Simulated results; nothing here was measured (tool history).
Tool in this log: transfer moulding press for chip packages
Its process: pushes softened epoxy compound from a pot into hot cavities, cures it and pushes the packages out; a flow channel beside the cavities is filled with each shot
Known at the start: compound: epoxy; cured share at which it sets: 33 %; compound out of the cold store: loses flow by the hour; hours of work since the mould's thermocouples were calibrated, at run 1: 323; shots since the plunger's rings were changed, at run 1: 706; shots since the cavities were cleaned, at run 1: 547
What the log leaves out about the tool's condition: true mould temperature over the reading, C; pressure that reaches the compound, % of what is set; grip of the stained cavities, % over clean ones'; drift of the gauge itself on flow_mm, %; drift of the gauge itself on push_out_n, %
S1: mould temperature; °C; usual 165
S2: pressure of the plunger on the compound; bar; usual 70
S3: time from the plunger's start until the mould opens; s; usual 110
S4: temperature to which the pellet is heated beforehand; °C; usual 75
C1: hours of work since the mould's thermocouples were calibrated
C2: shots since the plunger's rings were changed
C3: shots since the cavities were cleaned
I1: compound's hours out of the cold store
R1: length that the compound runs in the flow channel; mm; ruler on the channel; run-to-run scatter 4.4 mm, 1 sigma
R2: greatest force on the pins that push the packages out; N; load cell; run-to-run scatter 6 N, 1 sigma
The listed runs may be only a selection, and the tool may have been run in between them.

Run 1, hour 0: usual settings; C1 323; C2 706; C3 547; I1 19.1. Result: R1 783 mm, R2 296 N.
At hour 12.4: cavities cleaned with cleaning compound and waxed.
Run 2, hour 15.9: usual settings; C1 331; C2 826; C3 29; I1 28.9. Result: R1 755 mm, R2 221 N.
Run 3, hour 29.5: usual settings; C1 339; C2 938; C3 141; I1 23.7. Result: R1 782 mm, R2 237 N.
Run 4, hour 46.2: usual settings; C1 348; C2 1077; C3 280; I1 30.5. Result: R1 765 mm, R2 255 N.
Run 5, hour 57: usual settings; C1 353; C2 1166; C3 369; I1 27.5. Result: R1 764 mm, R2 253 N.
Run 6, hour 68: usual settings; C1 359; C2 1258; C3 461; I1 24. Result: R1 770 mm, R2 282 N.
Run 7, hour 82.2: usual settings; C1 367; C2 1375; C3 578; I1 46.7. Result: R1 712 mm, R2 280 N.
At hour 90.7: cavities cleaned with cleaning compound and waxed.
Run 8, hour 100.6: usual settings but S2 64.5 bar; C1 376; C2 1515; C3 82; I1 12.1. Result: R1 775 mm, R2 249 N.
Run 9, hour 110.1: usual settings but S2 64.5 bar; C1 381; C2 1594; C3 161; I1 37. Result: R1 708 mm, R2 242 N.
Run 10, hour 123.8: usual settings but S2 64.5 bar; C1 389; C2 1708; C3 275; I1 39.1. Result: R1 699 mm, R2 264 N.
Run 11, hour 131.8: usual settings; C1 393; C2 1775; C3 342; I1 25.5. Result: R1 767 mm, R2 265 N.
Run 12, hour 148.9: usual settings; C1 402; C2 1916; C3 483; I1 15.2. Result: R1 793 mm, R2 271 N.
Run 13, hour 161.9: usual settings; C1 409; C2 2024; C3 591; I1 40.8. Result: R1 730 mm, R2 297 N.
At hour 168.6: cavities cleaned with cleaning compound and waxed.
Run 14, hour 180.5: usual settings; C1 419; C2 2166; C3 99; I1 10.1. Result: R1 797 mm, R2 227 N.
Run 15, hour 189.1: usual settings; C1 423; C2 2237; C3 170; I1 27.8. Result: R1 749 mm, R2 240 N.
Run 16, hour 206.4: usual settings; C1 433; C2 2380; C3 313; I1 39.5. Result: R1 726 mm, R2 258 N.
Run 17, hour 221.2: usual settings; C1 441; C2 2503; C3 436; I1 28.4. Result: R1 748 mm, R2 261 N.
Run 18, hour 233.9: usual settings but S3 91 s, S4 76 °C; C1 447; C2 2608; C3 541; I1 36.2. Result: R1 720 mm, R2 376 N.
At hour 247.3: cavities cleaned with cleaning compound and waxed.
Run 19, hour 254.1: usual settings but S3 91 s, S4 76 °C; C1 458; C2 2764; C3 57; I1 39.3. Result: R1 725 mm, R2 293 N.
Run 20, hour 263.6: usual settings but S1 164 °C, S2 54 bar; C1 463; C2 2842; C3 135; I1 40.6. Result: R1 637 mm, R2 235 N.
Run 21, hour 278.9: usual settings but S1 164 °C, S2 54 bar; C1 471; C2 2970; C3 263; I1 38.1. Result: R1 634 mm, R2 262 N.
Run 22, hour 292.5: usual settings but S1 164 °C, S2 54 bar; C1 478; C2 3082; C3 375; I1 10.8. Result: R1 694 mm, R2 292 N.
Run 23, hour 307.5: usual settings but S1 164 °C, S2 54 bar; C1 486; C2 3207; C3 500; I1 23.7. Result: R1 661 mm, R2 304 N.
Run 24, hour 317.8: usual settings but S1 164 °C, S2 53.3 bar, S4 70 °C; C1 492; C2 3292; C3 585; I1 10.3. Result: R1 692 mm, R2 314 N.
At hour 325.5: cavities cleaned with cleaning compound and waxed.
Run 25, hour 329.7: usual settings but S1 157 °C, S2 53.3 bar, S3 126 s, S4 70 °C; C1 498; C2 3379; C3 35; I1 27.4. Result: R1 676 mm, R2 303 N.
Run 26, hour 338.4: usual settings but S1 157 °C, S2 62.7 bar, S3 126 s, S4 70 °C; C1 502; C2 3450; C3 106; I1 23.6. Result: R1 740 mm, R2 336 N.
Run 27, hour 356: usual settings but S1 157 °C, S2 66.4 bar, S3 111 s, S4 70 °C; C1 512; C2 3597; C3 253; I1 11.6. Result: R1 796 mm, R2 474 N.
Run 28, hour 370.3: usual settings but S1 160 °C, S2 66.3 bar, S3 129 s, S4 68 °C; C1 520; C2 3715; C3 371; I1 36. Result: R1 729 mm, R2 277 N.

For run 29, what comes out?
Run 29, hour 383.6: usual settings but S1 160 °C, S2 68.2 bar, S3 129 s, S4 68 °C; C1 527; C2 3825; C3 481; I1 44.7. Result: R1 ?, R2 ?.

{"run 29": {"R1": 700, "R2": 280}}
Take away the tool's hidden state, keep the run-to-run variation as it was, and the same run would have given R1 732 mm, R2 230 N.
